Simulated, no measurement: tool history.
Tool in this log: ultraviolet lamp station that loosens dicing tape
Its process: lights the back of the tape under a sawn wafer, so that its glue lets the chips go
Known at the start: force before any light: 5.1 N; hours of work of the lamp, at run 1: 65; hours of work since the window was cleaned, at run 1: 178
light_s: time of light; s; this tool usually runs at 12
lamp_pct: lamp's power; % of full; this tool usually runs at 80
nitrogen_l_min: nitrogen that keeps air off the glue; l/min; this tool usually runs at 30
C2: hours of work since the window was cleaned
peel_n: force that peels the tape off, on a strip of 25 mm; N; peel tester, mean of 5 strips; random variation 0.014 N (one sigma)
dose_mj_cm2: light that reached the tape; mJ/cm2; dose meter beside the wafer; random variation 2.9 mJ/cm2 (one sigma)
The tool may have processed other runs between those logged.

Run 1, day 0: usual settings; hours of work of the lamp 65; C2 178. Result: peel_n 0.819 N, dose_mj_cm2 361 mJ/cm2.
Run 2, day 0.371: usual settings but nitrogen_l_min 11 l/min; hours of work of the lamp 71; C2 184. Result: peel_n 1.431 N, dose_mj_cm2 360 mJ/cm2.
Run 3, day 0.896: usual settings; hours of work of the lamp 80; C2 193. Result: peel_n 0.794 N, dose_mj_cm2 356 mJ/cm2.
Run 4, day 1.388: usual settings; hours of work of the lamp 88; C2 201. Result: peel_n 0.821 N, dose_mj_cm2 348 mJ/cm2.
Run 5, day 1.796: usual settings; hours of work of the lamp 95; C2 208. Result: peel_n 0.856 N, dose_mj_cm2 346 mJ/cm2.
Run 6, day 2.329: usual settings but nitrogen_l_min 38 l/min; hours of work of the lamp 103; C2 216. Result: peel_n 0.747 N, dose_mj_cm2 343 mJ/cm2.
Run 7, day 2.888: usual settings but light_s 15 s, lamp_pct 65 % of full, nitrogen_l_min 17 l/min; hours of work of the lamp 113; C2 226. Result: peel_n 1.171 N, dose_mj_cm2 346 mJ/cm2.
Run 8, day 3.383: usual settings but light_s 15 s, lamp_pct 65 % of full, nitrogen_l_min 17 l/min; hours of work of the lamp 121; C2 234. Result: peel_n 1.167 N, dose_mj_cm2 347 mJ/cm2.
At day 3.454: window cleaned of glue's vapour.
Run 9, day 3.675: usual settings but light_s 13 s, lamp_pct 77 % of full, nitrogen_l_min 27 l/min; hours of work of the lamp 125; C2 4. Result: peel_n 1.008 N, dose_mj_cm2 324 mJ/cm2.
Run 10, day 4.188: usual settings but light_s 13 s, lamp_pct 77 % of full, nitrogen_l_min 27 l/min; hours of work of the lamp 134; C2 12. Result: peel_n 1.039 N, dose_mj_cm2 322 mJ/cm2.
Run 11, day 4.508: usual settings but light_s 9 s, lamp_pct 87 % of full, nitrogen_l_min 14 l/min; hours of work of the lamp 139; C2 17. Result: peel_n 1.907 N, dose_mj_cm2 247 mJ/cm2.

4 ways to go on from here, each from the tool as it stands after run 11. What would each give?
At day 4.558: window cleaned of glue's vapour, once more.
Run A, day 4.817: usual settings but light_s 7 s, lamp_pct 73 % of full, nitrogen_l_min 12 l/min; hours of work of the lamp 144; C2 4. Result: peel_n ?, dose_mj_cm2 ?.
At day 4.558: window cleaned of glue's vapour, once more.
Run B, day 4.817: usual settings but lamp_pct 63 % of full, nitrogen_l_min 31 l/min; hours of work of the lamp 144; C2 4. Result: peel_n ?, dose_mj_cm2 ?.
At day 4.558: window cleaned of glue's vapour, once more.
Run C, day 4.817: usual settings but light_s 13 s, lamp_pct 66 % of full, nitrogen_l_min 26 l/min; hours of work of the lamp 144; C2 4. Result: peel_n ?, dose_mj_cm2 ?.
At day 4.558: window cleaned of glue's vapour, once more.
Run D, day 4.817: usual settings but lamp_pct 69 % of full; hours of work of the lamp 144; C2 4. Result: peel_n ?, dose_mj_cm2 ?.

run  peel_n  dose_mj_cm2
  A   2.305          209
  B   0.962          309
  C   0.855          355
  D   0.881          344
With no hidden state in the tool, these same runs would have given:
run  peel_n  dose_mj_cm2
  A   2.222          219
  B   0.898          323
  C   0.797          371
  D   0.821          360

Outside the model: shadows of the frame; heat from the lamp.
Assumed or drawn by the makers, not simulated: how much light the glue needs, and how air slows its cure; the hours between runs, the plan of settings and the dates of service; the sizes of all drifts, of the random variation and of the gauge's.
